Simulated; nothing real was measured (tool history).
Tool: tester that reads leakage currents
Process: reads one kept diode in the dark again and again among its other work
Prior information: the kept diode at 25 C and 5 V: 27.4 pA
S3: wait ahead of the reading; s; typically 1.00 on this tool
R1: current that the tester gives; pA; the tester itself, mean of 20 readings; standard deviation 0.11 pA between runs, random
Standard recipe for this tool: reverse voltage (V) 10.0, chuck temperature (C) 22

Run 1, hour 0.0: usual settings. Result: R1 33.80 pA.
Run 2, hour 31.9: usual settings. Result: R1 33.86 pA.
Run 3, hour 85.9: usual settings. Result: R1 34.03 pA.
Run 4, hour 117.8: usual settings but chuck temperature (C) 34. Result: R1 75.83 pA.
Run 5, hour 180.2: usual settings but S3 2.66 s. Result: R1 31.72 pA.
Run 6, hour 238.6: usual settings. Result: R1 33.90 pA.
Run 7, hour 272.7: usual settings. Result: R1 33.76 pA.
Run 8, hour 346.0: usual settings. Result: R1 33.93 pA.
Run 9, hour 389.2: usual settings. Result: R1 33.78 pA.
Run 10, hour 425.1: usual settings. Result: R1 33.93 pA.
Run 11, hour 464.6: usual settings. Result: R1 33.96 pA.
Run 12, hour 534.4: usual settings. Result: R1 34.12 pA.
Run 13, hour 608.1: usual settings but chuck temperature (C) 47. Result: R1 175.32 pA.
Run 14, hour 643.8: usual settings but reverse voltage (V) 5.2. Result: R1 24.24 pA.
Run 15, hour 683.0: usual settings but reverse voltage (V) 5.2. Result: R1 24.34 pA.
Run 16, hour 756.4: usual settings but reverse voltage (V) 5.2. Result: R1 24.26 pA.
Run 17, hour 796.4: usual settings but reverse voltage (V) 5.2. Result: R1 24.30 pA.
Run 18, hour 832.4: usual settings but reverse voltage (V) 2.3. Result: R1 16.24 pA.
Run 19, hour 887.0: usual settings but reverse voltage (V) 2.3. Result: R1 16.24 pA.
Run 20, hour 933.9: usual settings but S3 1.30 s. Result: R1 32.98 pA.
Run 21, hour 990.4: usual settings but reverse voltage (V) 2.3. Result: R1 16.18 pA.
Run 22, hour 1036.8: usual settings but reverse voltage (V) 4.5, S3 0.34 s. Result: R1 25.71 pA.
Run 23, hour 1077.6: usual settings but reverse voltage (V) 1.3, chuck temperature (C) 40, S3 2.58 s. Result: R1 42.72 pA.
Run 24, hour 1119.6: usual settings but reverse voltage (V) 1.7, chuck temperature (C) 45, S3 0.39 s. Result: R1 68.43 pA.
Run 25, hour 1189.2: usual settings but reverse voltage (V) 13.8, chuck temperature (C) 56, S3 3.70 s. Result: R1 347.94 pA.
Run 26, hour 1236.9: usual settings but reverse voltage (V) 15.0, chuck temperature (C) 56, S3 3.70 s. Result: R1 363.17 pA.
Run 27, hour 1274.0: usual settings but reverse voltage (V) 4.6, chuck temperature (C) 59, S3 4.08 s. Result: R1 251.87 pA.
Run 28, hour 1343.1: usual settings but reverse voltage (V) 4.6, chuck temperature (C) 59, S3 4.08 s. Result: R1 251.62 pA.
Run 29, hour 1388.7: usual settings but reverse voltage (V) 4.6, chuck temperature (C) 59, S3 4.08 s. Result: R1 252.65 pA.
Run 30, hour 1460.8: usual settings but reverse voltage (V) 4.6, chuck temperature (C) 59, S3 4.08 s. Result: R1 251.66 pA.
Run 31, hour 1519.5: usual settings but reverse voltage (V) 5.7, chuck temperature (C) 43. Result: R1 104.45 pA.
Run 32, hour 1577.9: usual settings but reverse voltage (V) 1.7, chuck temperature (C) 21, S3 0.57 s. Result: R1 13.54 pA.
Run 33, hour 1641.0: usual settings but reverse voltage (V) 1.7, chuck temperature (C) 21, S3 0.57 s. Result: R1 13.44 pA.
Run 34, hour 1679.6: usual settings but reverse voltage (V) 16.1, chuck temperature (C) 51, S3 0.92 s. Result: R1 279.31 pA.
Run 35, hour 1715.3: usual settings but reverse voltage (V) 4.9. Result: R1 23.68 pA.
Run 36, hour 1750.8: usual settings but chuck temperature (C) 51. Result: R1 225.71 pA.
Run 37, hour 1784.7: usual settings but reverse voltage (V) 4.1, chuck temperature (C) 34, S3 1.38 s. Result: R1 49.05 pA.
Run 38, hour 1851.4: usual settings but reverse voltage (V) 11.2, chuck temperature (C) 36, S3 0.49 s. Result: R1 95.94 pA.
Run 39, hour 1899.6: usual settings but reverse voltage (V) 12.0, chuck temperature (C) 26, S3 0.49 s. Result: R1 53.14 pA.
Run 40, hour 1971.3: usual settings but reverse voltage (V) 12.0, chuck temperature (C) 26, S3 0.49 s. Result: R1 53.02 pA.
Run 41, hour 2003.7: usual settings but reverse voltage (V) 12.0, chuck temperature (C) 26, S3 0.49 s. Result: R1 53.00 pA.

Taken out of this log: 2 entries between the listed runs. Where each belongs, and how the hidden state differs across it:
After run 10, before run 11: chuck's temperature calibrated (hour 443.0)
  no hidden state differs between the two runs
After run 25, before run 26: probe card cleaned and baked (hour 1223.2)
  stray current of the dirty probe card, pA a volt: 0.025 -> 0.02
